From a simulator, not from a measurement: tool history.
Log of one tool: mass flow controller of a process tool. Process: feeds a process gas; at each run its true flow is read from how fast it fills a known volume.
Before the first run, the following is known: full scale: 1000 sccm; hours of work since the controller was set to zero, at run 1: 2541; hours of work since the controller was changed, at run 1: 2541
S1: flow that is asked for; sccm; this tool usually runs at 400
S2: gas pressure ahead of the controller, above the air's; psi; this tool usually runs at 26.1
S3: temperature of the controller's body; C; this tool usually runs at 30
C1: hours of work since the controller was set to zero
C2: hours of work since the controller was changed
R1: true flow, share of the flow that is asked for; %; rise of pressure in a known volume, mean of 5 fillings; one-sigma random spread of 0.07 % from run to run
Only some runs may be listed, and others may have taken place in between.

Run 1, day 0: usual settings; C1 2541; C2 2541. Result: R1 98.98 %.
Run 2, day 9.562: usual settings; C1 2675; C2 2675. Result: R1 99.03 %.
Run 3, day 18.796: usual settings; C1 2805; C2 2805. Result: R1 99.18 %.
Run 4, day 32.379: usual settings but S1 222 sccm; C1 2995; C2 2995. Result: R1 100.44 %.
Run 5, day 40.704: usual settings but S1 222 sccm; C1 3112; C2 3112. Result: R1 100.58 %.
Run 6, day 52.762: usual settings but S1 222 sccm; C1 3281; C2 3281. Result: R1 100.59 %.
Run 7, day 66.183: usual settings; C1 3469; C2 3469. Result: R1 99.27 %.
Run 8, day 78.767: usual settings; C1 3645; C2 3645. Result: R1 99.37 %.
Run 9, day 90.708: usual settings but S1 236 sccm; C1 3812; C2 3812. Result: R1 100.93 %.
Run 10, day 104.158: usual settings but S3 25 C; C1 4001; C2 4001. Result: R1 99.14 %.
Run 11, day 114.525: usual settings but S3 31 C; C1 4146; C2 4146. Result: R1 99.65 %.
Run 12, day 120.408: usual settings but S2 25.8 psi; C1 4228; C2 4228. Result: R1 99.5 %.
Run 13, day 130.25: usual settings but S2 26.3 psi; C1 4366; C2 4366. Result: R1 99.63 %.
Run 14, day 141.479: usual settings but S2 33.5 psi; C1 4523; C2 4523. Result: R1 100.08 %.
Run 15, day 152.883: usual settings but S2 33.5 psi; C1 4683; C2 4683. Result: R1 100.12 %.
Run 16, day 163.188: usual settings but S2 33.5 psi; C1 4828; C2 4828. Result: R1 100.16 %.
At day 170.396: controller's zero set anew.
Run 17, day 173.008: usual settings but S2 26.4 psi; C1 37; C2 4965. Result: R1 102.14 %.

What does the tool deliver on the next run?
Run 18, day 179.529: usual settings but S2 22.2 psi, S3 26 C; C1 128; C2 5056. Result: R1 ?.

{"run 18": {"R1": 101.63}}
The same run, on a tool lacking any hidden state, would have yielded R1 97.68 %.
